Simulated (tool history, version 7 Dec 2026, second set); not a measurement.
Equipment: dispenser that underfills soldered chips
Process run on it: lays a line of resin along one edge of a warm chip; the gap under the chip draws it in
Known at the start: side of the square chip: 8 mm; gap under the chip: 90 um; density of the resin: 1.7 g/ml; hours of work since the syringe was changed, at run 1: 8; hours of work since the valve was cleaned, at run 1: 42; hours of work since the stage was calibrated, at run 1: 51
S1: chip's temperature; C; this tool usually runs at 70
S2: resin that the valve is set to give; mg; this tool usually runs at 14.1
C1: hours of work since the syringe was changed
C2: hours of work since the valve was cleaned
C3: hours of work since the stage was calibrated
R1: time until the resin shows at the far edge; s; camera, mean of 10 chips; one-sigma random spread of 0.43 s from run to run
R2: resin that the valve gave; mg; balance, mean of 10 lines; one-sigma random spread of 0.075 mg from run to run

run 1 hour=0.0 | S1=70 S2=14.1 | C1=8 C2=42 C3=51 | R1=53.6 R2=13.86
-- hour=5.0 new syringe of resin
run 2 hour=5.0 | S1=70 S2=14.1 | C1=0 C2=45 C3=54 | R1=31.6 R2=13.89
run 3 hour=11.6 | S1=70 S2=14.1 | C1=4 C2=49 C3=58 | R1=40.0 R2=13.89
run 4 hour=17.8 | S1=70 S2=14.1 | C1=8 C2=53 C3=61 | R1=49.5 R2=13.81
run 5 hour=23.6 | S1=70 S2=14.1 | C1=11 C2=56 C3=65 | R1=62.9 R2=13.85
-- hour=24.6 new syringe of resin
run 6 hour=29.1 | S1=70 S2=14.1 | C1=3 C2=60 C3=68 | R1=38.1 R2=13.81
run 7 hour=34.5 | S1=70 S2=14.1 | C1=6 C2=63 C3=71 | R1=45.6 R2=13.78
run 8 hour=38.8 | S1=70 S2=14.1 | C1=9 C2=65 C3=74 | R1=54.9 R2=13.83
-- hour=43.7 new syringe of resin
run 9 hour=44.3 | S1=70 S2=12.9 | C1=0 C2=69 C3=77 | R1=32.8 R2=12.50
run 10 hour=49.5 | S1=70 S2=12.9 | C1=3 C2=72 C3=80 | R1=40.3 R2=12.43
run 11 hour=52.5 | S1=70 S2=12.9 | C1=5 C2=73 C3=82 | R1=43.8 R2=12.72
run 12 hour=59.2 | S1=70 S2=12.9 | C1=9 C2=78 C3=86 | R1=56.8 R2=12.53
-- hour=62.9 new syringe of resin
run 13 hour=65.7 | S1=66 S2=17.9 | C1=2 C2=81 C3=90 | R1=40.5 R2=17.39
run 14 hour=71.1 | S1=60 S2=14.2 | C1=5 C2=85 C3=93 | R1=64.9 R2=13.75
run 15 hour=74.9 | S1=60 S2=15.5 | C1=7 C2=87 C3=95 | R1=73.0 R2=14.94
run 16 hour=80.1 | S1=83 S2=15.8 | C1=10 C2=90 C3=98 | R1=36.2 R2=15.29
-- hour=82.1 new syringe of resin
run 17 hour=86.4 | S1=62 S2=12.5 | C1=3 C2=94 C3=102 | R1=52.9 R2=12.14
run 18 hour=90.5 | S1=62 S2=12.5 | C1=5 C2=96 C3=104 | R1=61.5 R2=11.97
run 19 hour=94.7 | S1=64 S2=12.4 | C1=8 C2=99 C3=107 | R1=67.5 R2=11.95
run 20 hour=97.6 | S1=56 S2=16.3 | C1=9 C2=100 C3=109 | R1=97.4 R2=15.78
-- hour=101.2 new syringe of resin
run 21 hour=104.6 | S1=72 S2=16.3 | C1=2 C2=104 C3=113 | R1=33.8 R2=15.86
run 22 hour=107.9 | S1=59 S2=15.5 | C1=4 C2=106 C3=115 | R1=64.5 R2=14.87
run 23 hour=112.4 | S1=59 S2=15.5 | C1=7 C2=109 C3=117 | R1=75.8 R2=14.90

3 ways to go on from here, each from the tool as it stands after run 23. What would each give?
-- hour=114.4 dispensing valve cleaned and set on the balance
run A hour=120.0 | S1=70 S2=13.9 | C1=11 C2=3 C3=121 | R1=? R2=?
-- hour=114.4 dispensing valve cleaned and set on the balance
run B hour=120.0 | S1=70 S2=16.5 | C1=11 C2=3 C3=121 | R1=? R2=?
-- hour=114.4 dispensing valve cleaned and set on the balance
run C hour=120.0 | S1=63 S2=17.8 | C1=11 C2=3 C3=121 | R1=? R2=?

run=A R1=64.3 R2=13.91
run=B R1=64.4 R2=16.46
run=C R1=81.7 R2=17.75
Had the tool no hidden state, the same runs would have come out as:
run=A R1=30.7 R2=13.92
run=B R1=30.9 R2=16.47
run=C R1=39.2 R2=17.76
